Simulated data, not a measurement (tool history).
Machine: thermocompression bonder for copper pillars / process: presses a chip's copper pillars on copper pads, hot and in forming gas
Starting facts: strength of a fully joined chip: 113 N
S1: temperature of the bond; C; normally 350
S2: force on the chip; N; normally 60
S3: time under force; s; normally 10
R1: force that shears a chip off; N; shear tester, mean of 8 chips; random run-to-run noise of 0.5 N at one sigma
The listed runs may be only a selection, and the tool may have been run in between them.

run	day	S1	S2	S3	R1
1	0.000	350	60	10	82.0
2	0.725	350	60	17	91.1
3	1.442	350	60	17	91.0
4	2.475	350	60	17	91.1
5	3.754	367	60	10	88.3
6	4.942	367	60	10	87.7
7	6.042	350	68	10	85.9
8	7.258	350	68	10	87.1
9	8.283	350	68	10	86.2
10	9.242	350	68	10	86.2
11	10.371	350	68	10	85.3
12	11.429	328	68	10	75.2
13	12.438	328	68	10	75.9
14	13.662	328	68	10	75.0
15	14.525	370	60	10	87.4
16	15.317	360	44	7	59.5
17	16.325	344	60	10	75.4
18	17.329	332	40	5	37.1
19	18.054	332	40	5	37.1
20	18.721	350	39	20	68.7
21	19.812	373	37	10	62.9
22	20.796	373	37	10	62.8
23	21.900	350	60	19	90.0
# day 22.371: heater calibrated with a thermocouple chip
24	23.025	358	60	10	85.6
25	24.296	358	45	10	69.7
# day 24.442: forming gas filter changed
26	25.038	358	45	10	72.0
27	25.633	358	45	10	71.7
28	26.729	320	59	16	76.1
29	27.438	328	60	7	65.3
30	28.192	328	61	7	66.1

Consider 5 possible next runs. They are alternatives, not a sequence: every one starts from the tool as it was left by run 30. What does each give?
A	29.138	328	61	7	?
B	29.138	347	47	5	?
C	29.138	328	45	7	?
D	29.138	328	71	6	?
E	29.138	371	53	13	?

run	R1
A	65.8
B	54.2
C	49.6
D	70.7
E	90.8
Take away the tool's hidden state, keep each run's random variation, and the runs would have read:
run	R1
A	65.4
B	53.7
C	49.1
D	70.3
E	90.6
